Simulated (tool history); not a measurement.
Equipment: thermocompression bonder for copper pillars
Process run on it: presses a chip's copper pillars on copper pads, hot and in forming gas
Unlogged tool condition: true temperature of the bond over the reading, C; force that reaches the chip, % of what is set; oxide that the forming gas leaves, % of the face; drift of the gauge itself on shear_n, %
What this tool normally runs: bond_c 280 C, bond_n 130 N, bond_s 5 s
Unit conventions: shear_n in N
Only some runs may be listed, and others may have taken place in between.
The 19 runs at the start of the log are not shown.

| run | hour | bond_c | bond_n | bond_s | hours of work since the heater was calibrated | hours of work since the force cell was calibrated | hours of work since the gas filter was changed | shear_n |
|---|---|---|---|---|---|---|---|---|
| 20 | 155.5 | 280 | 120 | 5 | 841 | 169 | 169 | 51 |
| 21 | 165.3 | 288 | 129 | 5 | 848 | 176 | 176 | 57.6 |
| 22 | 173.6 | 308 | 105 | 8 | 854 | 182 | 182 | 71.5 |
| 23 | 185.6 | 308 | 164 | 8 | 863 | 190 | 190 | 89.6 |
| 24 | 197 | 308 | 164 | 8 | 871 | 199 | 199 | 90.2 |
| 25 | 203.9 | 287 | 80 | 11 | 876 | 204 | 204 | 55.6 |
| 26 | 209.3 | 284 | 106 | 4 | 880 | 207 | 207 | 43.9 |
| 27 | 220.8 | 284 | 106 | 4 | 888 | 216 | 216 | 44.2 |
| 28 | 229.4 | 253 | 121 | 14 | 894 | 222 | 222 | 52.1 |
| 29 | 236.5 | 262 | 129 | 5 | 899 | 227 | 227 | 41.6 |
| 30 | 246.5 | 301 | 144 | 6 | 906 | 234 | 234 | 72.7 |
| 31 | 254 | 301 | 144 | 6 | 912 | 240 | 240 | 71.9 |
| 32 | 259.6 | 301 | 144 | 6 | 916 | 244 | 244 | 71.3 |
| 33 | 271.7 | 280 | 153 | 11 | 925 | 252 | 252 | 73.7 |
| 34 | 279.8 | 267 | 91 | 13 | 930 | 258 | 258 | 50.1 |
| 35 | 290 | 310 | 123 | 3 | 938 | 266 | 266 | 56.7 |
| 36 | 301.7 | 280 | 184 | 5 | 946 | 274 | 274 | 63 |
| 37 | 314.1 | 280 | 100 | 10 | 955 | 283 | 283 | 54.6 |
| 38 | 324.1 | 280 | 101 | 3 | 962 | 290 | 290 | 35.2 |
| 39 | 334.4 | 261 | 125 | 13 | 970 | 298 | 298 | 56.2 |
| 40 | 344.8 | 261 | 125 | 13 | 977 | 305 | 305 | 55.7 |

Alternative continuations, all from the tool just after run 40; predict every row:
| A | 351.8 | 261 | 125 | 9 | 982 | 310 | 310 | ? |
| B | 351.8 | 262 | 170 | 6 | 982 | 310 | 310 | ? |
| C | 351.8 | 280 | 189 | 5 | 982 | 310 | 310 | ? |

| run | shear_n |
|---|---|
| A | 48.2 |
| B | 52 |
| C | 61.8 |
Without the tool's hidden state the same runs would have given:
| run | shear_n |
|---|---|
| A | 57.9 |
| B | 62.3 |
| C | 73.1 |

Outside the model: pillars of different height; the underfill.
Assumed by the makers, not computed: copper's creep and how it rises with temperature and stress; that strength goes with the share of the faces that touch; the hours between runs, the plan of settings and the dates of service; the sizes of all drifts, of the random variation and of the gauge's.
